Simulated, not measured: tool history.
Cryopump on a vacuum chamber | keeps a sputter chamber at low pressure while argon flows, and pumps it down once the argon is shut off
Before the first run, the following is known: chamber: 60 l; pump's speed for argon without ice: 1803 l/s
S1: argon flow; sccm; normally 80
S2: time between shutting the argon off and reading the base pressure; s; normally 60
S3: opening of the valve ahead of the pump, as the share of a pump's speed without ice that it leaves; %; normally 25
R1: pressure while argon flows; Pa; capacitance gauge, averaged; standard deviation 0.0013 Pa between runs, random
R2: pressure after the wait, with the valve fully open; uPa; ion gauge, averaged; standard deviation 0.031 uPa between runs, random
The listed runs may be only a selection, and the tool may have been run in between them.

run,day,S1,S2,S3,R1,R2
1,0,80,60,25,0.3147,1.61
2,1.433,80,60,25,0.3163,1.65
3,3.633,62,60,25,0.2462,1.67
4,4.904,71,60,25,0.2826,1.65
5,6.425,80,180,25,0.3191,0.75
6,8.192,80,180,25,0.3193,0.75
7,9.425,80,180,25,0.3186,0.72
8,11.292,80,180,25,0.3193,0.78
9,13.142,80,180,25,0.3212,0.72
10,14.621,80,60,43,0.1962,1.67
11,16.446,80,141,43,0.1959,0.88
12,18.871,80,60,25,0.3211,1.62
13,20.188,80,60,25,0.3235,1.61
14,21.525,80,60,25,0.3221,1.68
15,23.329,109,252,20,0.5412,0.59
16,25.762,56,175,40,0.1491,0.78
17,27.304,48,32,39,0.1292,2.94
# day 29.421: pump warmed up, emptied and cooled again
18,29.521,48,32,39,0.116,2.84
19,31.192,48,32,39,0.1147,2.79
20,32.538,80,45,25,0.3002,2.17
21,34.125,80,45,25,0.3014,2.07
22,36.029,80,45,25,0.3028,2.1
23,38.467,56,85,16,0.3301,1.26
24,39.838,38,23,24,0.1504,3.68
25,41.412,133,60,19,0.6583,1.63
26,43.433,68,200,25,0.259,0.71
27,45.783,32,79,25,0.1221,1.31

Consider 4 possible next runs. They are alternatives, not a sequence: every one starts from the tool as it was left by run 27. What does each give?
A,46.975,117,68,16,?,?
B,46.975,83,202,26,?,?
C,46.975,32,28,25,?,?
D,46.975,43,50,25,?,?

run,R1,R2
A,0.6906,1.51
B,0.3043,0.66
C,0.1214,3.24
D,0.1625,1.92
With the hidden condition removed and each run's random variation left untouched, the same runs would have given:
run,R1,R2
A,0.6846,1.4
B,0.3,0.54
C,0.1197,3.13
D,0.1602,1.8
